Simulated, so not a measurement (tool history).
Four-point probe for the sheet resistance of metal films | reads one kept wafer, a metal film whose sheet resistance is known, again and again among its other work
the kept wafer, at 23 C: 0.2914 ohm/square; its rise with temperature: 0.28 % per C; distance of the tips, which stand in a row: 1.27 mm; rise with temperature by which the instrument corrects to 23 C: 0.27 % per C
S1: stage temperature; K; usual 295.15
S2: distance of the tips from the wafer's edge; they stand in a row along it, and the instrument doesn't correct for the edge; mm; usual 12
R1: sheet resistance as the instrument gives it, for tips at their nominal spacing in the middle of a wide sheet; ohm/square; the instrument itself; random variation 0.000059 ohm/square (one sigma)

| run | hour | S1 | S2 | R1 |
|---|---|---|---|---|
| 1 | 0.0 | 295.15 | 12 | 0.292447 |
| 2 | 19.0 | 295.15 | 12 | 0.292612 |
| 3 | 56.6 | 295.15 | 12 | 0.292519 |
| 4 | 89.1 | 295.15 | 12 | 0.292422 |
| 5 | 117.2 | 295.15 | 12 | 0.292505 |
| 6 | 154.0 | 295.15 | 12 | 0.292500 |
| 7 | 185.7 | 295.15 | 12 | 0.292546 |
| 8 | 226.6 | 307.15 | 12 | 0.292981 |
| 9 | 263.1 | 307.15 | 12 | 0.292957 |
|  | 280.7 | stage's thermometer calibrated |
| 10 | 290.1 | 307.15 | 12 | 0.293457 |
| 11 | 328.3 | 295.15 | 12 | 0.293081 |
| 12 | 362.5 | 295.15 | 18 | 0.292092 |
| 13 | 382.7 | 295.15 | 12 | 0.293236 |
| 14 | 418.9 | 295.15 | 12 | 0.293088 |
| 15 | 435.9 | 295.15 | 12 | 0.293145 |
| 16 | 471.9 | 293.15 | 14 | 0.292549 |
| 17 | 500.9 | 301.15 | 6 | 0.298359 |
| 18 | 521.3 | 292.15 | 9 | 0.294464 |
| 19 | 554.0 | 292.15 | 9 | 0.294466 |
| 20 | 583.7 | 299.15 | 9 | 0.294681 |
| 21 | 616.0 | 299.15 | 9 | 0.294640 |
| 22 | 640.2 | 302.15 | 15 | 0.292788 |
| 23 | 678.0 | 293.15 | 46 | 0.291571 |
| 24 | 700.9 | 292.15 | 10 | 0.293875 |
| 25 | 734.1 | 305.15 | 24 | 0.292095 |
| 26 | 765.8 | 295.15 | 36 | 0.291621 |
| 27 | 790.0 | 295.15 | 40 | 0.291736 |
| 28 | 831.2 | 295.15 | 40 | 0.291734 |

Forecast each of these 3 alternatives for the next run:
| A | 851.3 | 297.15 | 10 | ? |
| B | 851.3 | 298.15 | 12 | ? |
| C | 851.3 | 291.15 | 67 | ? |

| run | R1 |
|---|---|
| A | 0.294136 |
| B | 0.293336 |
| C | 0.291592 |
Without the tool's hidden state the same runs would have given:
| run | R1 |
|---|---|
| A | 0.293950 |
| B | 0.293150 |
| C | 0.291409 |
